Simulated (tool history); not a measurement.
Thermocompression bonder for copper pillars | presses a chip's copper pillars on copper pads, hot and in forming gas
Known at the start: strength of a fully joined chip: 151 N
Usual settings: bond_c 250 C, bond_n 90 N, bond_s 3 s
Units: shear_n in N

Run 1, hour 0: usual settings. Result: shear_n 103.7 N.
At hour 11: forming gas filter changed.
At hour 48.6: heater calibrated with a thermocouple chip.
Run 2, hour 60.7: usual settings. Result: shear_n 104.5 N.
Run 3, hour 150.1: usual settings. Result: shear_n 104.1 N.
Run 4, hour 229.9: usual settings but bond_s 4 s. Result: shear_n 110.6 N.
Run 5, hour 328.1: usual settings but bond_s 4 s. Result: shear_n 108.8 N.
Run 6, hour 403.9: usual settings but bond_s 4 s. Result: shear_n 108.8 N.
Run 7, hour 468.2: usual settings but bond_c 241 C. Result: shear_n 92.8 N.
At hour 486.5: forming gas filter changed.
At hour 501.3: force cell calibrated.
Run 8, hour 570.1: usual settings. Result: shear_n 111.9 N.
Run 9, hour 666.3: usual settings. Result: shear_n 108.3 N.
Run 10, hour 709.7: usual settings. Result: shear_n 107.4 N.
Run 11, hour 761.9: usual settings but bond_n 127 N. Result: shear_n 120 N.
At hour 780.2: force cell calibrated, once more.
Run 12, hour 814.3: usual settings but bond_n 127 N. Result: shear_n 117.3 N.
Run 13, hour 912.2: usual settings but bond_n 127 N. Result: shear_n 115.6 N.
At hour 960.1: forming gas filter changed.
Run 14, hour 966.7: usual settings but bond_n 127 N. Result: shear_n 126.6 N.
Run 15, hour 1058.2: usual settings but bond_n 127 N. Result: shear_n 125.3 N.
Run 16, hour 1138.2: usual settings but bond_n 127 N. Result: shear_n 123.8 N.
Run 17, hour 1228.6: usual settings but bond_n 127 N. Result: shear_n 120.5 N.
Run 18, hour 1275: usual settings but bond_n 127 N. Result: shear_n 118.5 N.
Run 19, hour 1357.8: usual settings but bond_c 247 C, bond_n 127 N. Result: shear_n 116.7 N.
Run 20, hour 1407.8: usual settings but bond_c 247 C, bond_n 127 N. Result: shear_n 115.8 N.
At hour 1432: forming gas filter changed.
Run 21, hour 1456.2: usual settings but bond_c 247 C, bond_n 89 N. Result: shear_n 108.9 N.
Run 22, hour 1519.5: usual settings but bond_c 221 C, bond_s 4 s. Result: shear_n 94 N.
Run 23, hour 1566.4: usual settings but bond_c 277 C, bond_n 129 N. Result: shear_n 136.2 N.
At hour 1589.4: heater calibrated with a thermocouple chip.
Run 24, hour 1650.3: usual settings but bond_c 277 C, bond_n 129 N. Result: shear_n 134 N.
Run 25, hour 1693.2: usual settings but bond_c 277 C, bond_n 117 N. Result: shear_n 130.7 N.
Run 26, hour 1770.8: usual settings but bond_c 230 C, bond_n 107 N, bond_s 2 s. Result: shear_n 80.5 N.
Run 27, hour 1855: usual settings but bond_c 230 C, bond_n 107 N, bond_s 2 s. Result: shear_n 78.6 N.
At hour 1902.6: forming gas filter changed.
Run 28, hour 1939: usual settings but bond_c 231 C, bond_n 107 N, bond_s 2 s. Result: shear_n 87.4 N.
Run 29, hour 2003.7: usual settings but bond_c 231 C, bond_n 107 N, bond_s 2 s. Result: shear_n 88.8 N.
Run 30, hour 2081.1: usual settings but bond_c 257 C, bond_n 55 N. Result: shear_n 86.6 N.
Run 31, hour 2126.8: usual settings but bond_n 96 N, bond_s 6 s. Result: shear_n 123.7 N.
Run 32, hour 2168.4: usual settings but bond_c 247 C, bond_n 87 N, bond_s 8 s. Result: shear_n 122.9 N.
Run 33, hour 2252.5: usual settings but bond_c 261 C. Result: shear_n 112.2 N.
Run 34, hour 2329.7: usual settings but bond_c 262 C, bond_n 77 N, bond_s 2 s. Result: shear_n 93.9 N.
At hour 2372.3: forming gas filter changed.
Run 35, hour 2373: usual settings but bond_c 252 C, bond_n 110 N, bond_s 8 s. Result: shear_n 139.2 N.
Run 36, hour 2438.5: usual settings but bond_c 252 C, bond_n 77 N. Result: shear_n 104.5 N.
Run 37, hour 2514.1: usual settings but bond_c 227 C, bond_n 60 N, bond_s 5 s. Result: shear_n 83.5 N.
Run 38, hour 2600.2: usual settings but bond_c 230 C, bond_n 60 N, bond_s 4 s. Result: shear_n 78.6 N.
Run 39, hour 2688.7: usual settings but bond_c 227 C, bond_n 60 N, bond_s 4 s. Result: shear_n 74.6 N.

Measured less the same run without the tool's hidden state. The same run-to-run variation is in both; the gauge's scatter may not be:
The hidden state here: true temperature of the bond over the reading, C; force that reaches the chip, % of what is set; oxide that the forming gas leaves, % of the face; drift of the gauge itself on shear_n, %.
run  shear_n
  1     -0.1
  2     +1.3
  3     -0.1
  4     -1.8
  5     -3.5
  6     -4.8
  7       -4
  8     +5.1
  9     +3.6
 10     +2.8
 11     -0.3
 12     -4.2
 13     -6.4
 14     +4.8
 15     +3.3
 16     +1.7
 17     -0.3
 18     -1.3
 19     -2.5
 20     -3.5
 21     +8.7
 22     +9.1
 23     +0.5
 24     -5.5
 25     -6.3
 26     -3.4
 27     -4.2
 28     +3.2
 29     +2.6
 30     +1.4
 31       -2
 32     -2.7
 33     -3.1
 34     -2.4
 35     +3.3
 36     +5.7
 37     +5.7
 38     +4.7
 39       +4
